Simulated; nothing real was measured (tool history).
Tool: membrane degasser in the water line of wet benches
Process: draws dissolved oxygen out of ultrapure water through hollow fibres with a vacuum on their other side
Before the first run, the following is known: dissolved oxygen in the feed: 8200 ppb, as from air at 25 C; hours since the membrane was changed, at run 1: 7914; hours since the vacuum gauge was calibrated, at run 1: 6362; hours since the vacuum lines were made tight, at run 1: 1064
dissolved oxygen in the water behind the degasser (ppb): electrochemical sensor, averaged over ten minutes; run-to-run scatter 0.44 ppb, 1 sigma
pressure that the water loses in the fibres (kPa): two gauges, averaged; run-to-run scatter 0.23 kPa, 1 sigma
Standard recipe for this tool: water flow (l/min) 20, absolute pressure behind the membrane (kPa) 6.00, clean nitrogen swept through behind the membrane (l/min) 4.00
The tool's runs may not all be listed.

| run | day | water flow (l/min) | absolute pressure behind the membrane (kPa) | clean nitrogen swept through behind the membrane (l/min) | hours since the membrane was changed | hours since the vacuum gauge was calibrated | hours since the vacuum lines were made tight | dissolved oxygen in the water behind the degasser (ppb) | pressure that the water loses in the fibres (kPa) |
|---|---|---|---|---|---|---|---|---|---|
| 1 | 0.000 | 20 | 6.00 | 4.00 | 7914 | 6362 | 1064 | 40.2 | 57.98 |
| 2 | 5.738 | 20 | 6.00 | 10.96 | 8052 | 6500 | 1202 | 15.9 | 57.87 |
| 3 | 12.400 | 20 | 6.00 | 10.96 | 8212 | 6660 | 1362 | 16.5 | 57.42 |
| 4 | 18.125 | 20 | 3.83 | 4.00 | 8349 | 6797 | 1499 | 12.6 | 57.77 |
| 5 | 28.975 | 20 | 3.83 | 4.00 | 8610 | 7057 | 1760 | 13.2 | 57.66 |
|  | 36.771 | vacuum gauge calibrated |
| 6 | 37.746 | 20 | 3.83 | 4.00 | 8820 | 23 | 1970 | 10.3 | 58.11 |
| 7 | 47.667 | 20 | 3.83 | 4.00 | 9058 | 261 | 2208 | 10.4 | 57.99 |
| 8 | 58.996 | 20 | 3.83 | 4.00 | 9330 | 533 | 2480 | 10.3 | 58.24 |
| 9 | 65.567 | 20 | 3.83 | 4.00 | 9488 | 691 | 2638 | 10.8 | 58.42 |
| 10 | 75.638 | 18 | 4.14 | 4.46 | 9729 | 933 | 2879 | 10.7 | 52.50 |
| 11 | 83.908 | 20 | 6.00 | 4.00 | 9928 | 1131 | 3078 | 37.6 | 58.52 |
| 12 | 90.321 | 29 | 12.81 | 8.83 | 10082 | 1285 | 3232 | 95.2 | 84.77 |
| 13 | 97.679 | 20 | 6.03 | 1.93 | 10258 | 1462 | 3408 | 72.9 | 58.10 |
| 14 | 107.304 | 26 | 9.35 | 5.12 | 10489 | 1693 | 3639 | 86.6 | 75.57 |
| 15 | 114.079 | 20 | 14.27 | 2.30 | 10652 | 1855 | 3802 | 227.5 | 59.15 |
| 16 | 125.388 | 20 | 14.27 | 2.30 | 10923 | 2127 | 4073 | 230.0 | 58.41 |
| 17 | 135.062 | 20 | 4.77 | 10.44 | 11155 | 2359 | 4305 | 10.8 | 58.37 |
| 18 | 141.104 | 19 | 4.77 | 11.96 | 11300 | 2504 | 4450 | 8.6 | 55.45 |

Here are 5 independent what-if runs from the current tool condition. What would each one return?
| A | 149.483 | 24 | 6.00 | 4.00 | 11501 | 2705 | 4652 | ? | ? |
| B | 149.483 | 19 | 10.29 | 11.96 | 11501 | 2705 | 4652 | ? | ? |
| C | 149.483 | 20 | 6.00 | 5.80 | 11501 | 2705 | 4652 | ? | ? |
| D | 149.483 | 18 | 4.77 | 6.79 | 11501 | 2705 | 4652 | ? | ? |
| E | 149.483 | 31 | 11.47 | 2.10 | 11501 | 2705 | 4652 | ? | ? |

| run | dissolved oxygen in the water behind the degasser (ppb) | pressure that the water loses in the fibres (kPa) |
|---|---|---|
| A | 48.7 | 70.45 |
| B | 30.6 | 55.52 |
| C | 27.8 | 58.71 |
| D | 12.0 | 52.54 |
| E | 299.7 | 90.56 |
Had the tool no hidden state, the same runs would have come out as:
| run | dissolved oxygen in the water behind the degasser (ppb) | pressure that the water loses in the fibres (kPa) |
|---|---|---|
| A | 45.2 | 67.40 |
| B | 29.2 | 53.11 |
| C | 26.0 | 56.17 |
| D | 10.9 | 50.26 |
| E | 290.4 | 86.63 |
